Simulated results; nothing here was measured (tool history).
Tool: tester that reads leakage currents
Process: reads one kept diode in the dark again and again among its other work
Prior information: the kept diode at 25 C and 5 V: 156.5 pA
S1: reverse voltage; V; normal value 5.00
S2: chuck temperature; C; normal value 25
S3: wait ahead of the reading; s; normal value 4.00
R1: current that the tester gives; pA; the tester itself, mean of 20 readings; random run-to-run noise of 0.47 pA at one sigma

run	hour	S1	S2	S3	R1
1	0.0	5.00	25	4.00	176.86
2	43.3	5.00	25	4.00	177.69
3	66.4	5.00	25	4.00	177.96
4	104.9	5.00	25	4.26	178.02
5	129.6	5.00	25	4.00	179.47
6	167.6	5.00	25	4.00	178.76
7	188.8	5.00	25	4.00	178.42
8	219.8	5.00	25	4.00	179.41
9	238.3	5.00	25	4.00	180.34
10	260.1	5.00	25	4.00	180.64
11	292.8	5.00	25	4.00	180.02
12	324.6	13.50	25	4.00	270.13
13	358.1	5.00	38	4.00	571.96
14	388.4	5.00	38	4.00	576.18
15	407.2	5.00	38	6.30	571.75
16	437.8	5.00	25	4.00	182.03
17	476.2	5.00	25	4.00	182.45
18	511.5	1.66	34	0.55	268.53
19	540.5	1.66	34	0.55	268.45
20	578.3	10.30	48	1.11	1749.37
21	615.2	1.03	30	1.32	156.01
22	658.4	18.85	30	2.22	494.85
23	678.4	1.04	26	1.31	109.42
24	696.9	4.48	36	4.00	468.86
25	739.6	18.91	27	1.43	384.62
26	758.0	18.91	27	1.43	386.15
27	791.5	18.91	27	1.43	387.49
28	818.0	18.91	27	1.43	386.54
29	839.3	2.69	25	1.49	147.23
30	869.3	1.52	50	1.35	988.58
31	895.1	1.52	53	1.35	1248.49
32	932.7	1.52	27	0.43	142.31
33	962.8	14.55	25	3.56	294.35

What if the next run were any one of these 4? Each begins from the tool's condition after run 33:
A	993.5	14.55	25	3.56	?
B	993.5	4.11	47	0.62	?
C	993.5	1.67	37	3.56	?
D	993.5	3.38	25	4.00	?

run	R1
A	295.34
B	1160.69
C	352.94
D	162.55
What these runs would have given with no unlogged condition in the tool:
run	R1
A	238.47
B	1002.31
C	301.61
D	135.07

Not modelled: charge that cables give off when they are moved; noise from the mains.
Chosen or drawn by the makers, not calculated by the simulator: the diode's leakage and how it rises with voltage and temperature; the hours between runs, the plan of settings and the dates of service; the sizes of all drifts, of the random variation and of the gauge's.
